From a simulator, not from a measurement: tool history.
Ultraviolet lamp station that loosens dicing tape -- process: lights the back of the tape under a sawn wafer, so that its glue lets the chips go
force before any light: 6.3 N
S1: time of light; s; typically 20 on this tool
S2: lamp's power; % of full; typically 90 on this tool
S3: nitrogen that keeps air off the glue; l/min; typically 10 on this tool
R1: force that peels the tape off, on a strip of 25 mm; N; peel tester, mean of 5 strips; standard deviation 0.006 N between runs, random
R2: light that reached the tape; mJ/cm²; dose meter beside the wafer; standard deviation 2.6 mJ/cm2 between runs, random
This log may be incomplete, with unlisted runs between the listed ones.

run 1 hour=0 | S1=20 S2=90 S3=10 | R1=0.265 R2=283
run 2 hour=10.3 | S1=27 S2=90 S3=10 | R1=0.141 R2=377
-- hour=11.4 window cleaned of glue's vapour
run 3 hour=18.2 | S1=20 S2=90 S3=3 | R1=0.461 R2=325
run 4 hour=27.7 | S1=20 S2=90 S3=3 | R1=0.468 R2=316
run 5 hour=37.4 | S1=20 S2=90 S3=3 | R1=0.474 R2=324
run 6 hour=44.4 | S1=20 S2=90 S3=10 | R1=0.196 R2=313
run 7 hour=54.5 | S1=20 S2=90 S3=10 | R1=0.198 R2=315
run 8 hour=62.2 | S1=20 S2=90 S3=10 | R1=0.199 R2=310
run 9 hour=71.4 | S1=20 S2=90 S3=9 | R1=0.227 R2=310
run 10 hour=79.3 | S1=20 S2=75 S3=10 | R1=0.334 R2=261
run 11 hour=84.1 | S1=20 S2=90 S3=10 | R1=0.215 R2=309
run 12 hour=89.5 | S1=20 S2=90 S3=10 | R1=0.212 R2=305
run 13 hour=99.2 | S1=20 S2=90 S3=10 | R1=0.208 R2=306
run 14 hour=109.7 | S1=20 S2=89 S3=10 | R1=0.215 R2=298
run 15 hour=118.4 | S1=20 S2=89 S3=10 | R1=0.241 R2=300
run 16 hour=123.4 | S1=20 S2=89 S3=10 | R1=0.229 R2=296
run 17 hour=129.6 | S1=20 S2=90 S3=5 | R1=0.367 R2=297
run 18 hour=135.8 | S1=20 S2=90 S3=5 | R1=0.406 R2=297
run 19 hour=141.7 | S1=20 S2=91 S3=10 | R1=0.219 R2=300
run 20 hour=147.3 | S1=20 S2=91 S3=10 | R1=0.223 R2=300
run 21 hour=153.9 | S1=20 S2=68 S3=10 | R1=0.457 R2=221
run 22 hour=164.4 | S1=14 S2=90 S3=10 | R1=0.589 R2=205
run 23 hour=171.9 | S1=30 S2=90 S3=10 | R1=0.104 R2=438
run 24 hour=178.3 | S1=37 S2=95 S3=10 | R1=0.085 R2=564
run 25 hour=184.7 | S1=37 S2=72 S3=20 | R1=0.079 R2=421
run 26 hour=192.4 | S1=23 S2=78 S3=15 | R1=0.197 R2=289
run 27 hour=202 | S1=23 S2=78 S3=15 | R1=0.193 R2=284
run 28 hour=208.6 | S1=31 S2=89 S3=14 | R1=0.1 R2=433
run 29 hour=217.9 | S1=38 S2=66 S3=13 | R1=0.114 R2=393
run 30 hour=223.6 | S1=38 S2=66 S3=13 | R1=0.108 R2=392
run 31 hour=228.6 | S1=38 S2=96 S3=13 | R1=0.078 R2=561
run 32 hour=235.9 | S1=38 S2=96 S3=13 | R1=0.084 R2=569
run 33 hour=242.7 | S1=15 S2=84 S3=5 | R1=0.926 R2=198
run 34 hour=248.3 | S1=29 S2=86 S3=4 | R1=0.259 R2=387
run 35 hour=255.7 | S1=29 S2=86 S3=4 | R1=0.242 R2=378
run 36 hour=266 | S1=29 S2=86 S3=4 | R1=0.245 R2=378
run 37 hour=272.4 | S1=30 S2=60 S3=12 | R1=0.257 R2=270
run 38 hour=279.6 | S1=30 S2=89 S3=12 | R1=0.106 R2=397
run 39 hour=286.6 | S1=14 S2=88 S3=16 | R1=0.564 R2=186
run 40 hour=291.8 | S1=10 S2=88 S3=7 | R1=1.507 R2=130
run 41 hour=296.8 | S1=10 S2=88 S3=7 | R1=1.503 R2=129
run 42 hour=306.2 | S1=20 S2=75 S3=18 | R1=0.356 R2=220
run 43 hour=316.2 | S1=20 S2=75 S3=18 | R1=0.356 R2=216

Alternative continuations, all from the tool just after run 43; predict every row:
run A hour=320.5 | S1=20 S2=94 S3=10 | R1=? R2=?
run B hour=320.5 | S1=36 S2=62 S3=18 | R1=? R2=?
run C hour=320.5 | S1=20 S2=61 S3=18 | R1=? R2=?
run D hour=320.5 | S1=26 S2=70 S3=18 | R1=? R2=?

run=A R1=0.282 R2=272
run=B R1=0.148 R2=325
run=C R1=0.567 R2=182
run=D R1=0.206 R2=268
What these runs would have given with no unlogged condition in the tool:
run=A R1=0.149 R2=354
run=B R1=0.102 R2=421
run=C R1=0.308 R2=235
run=D R1=0.111 R2=347
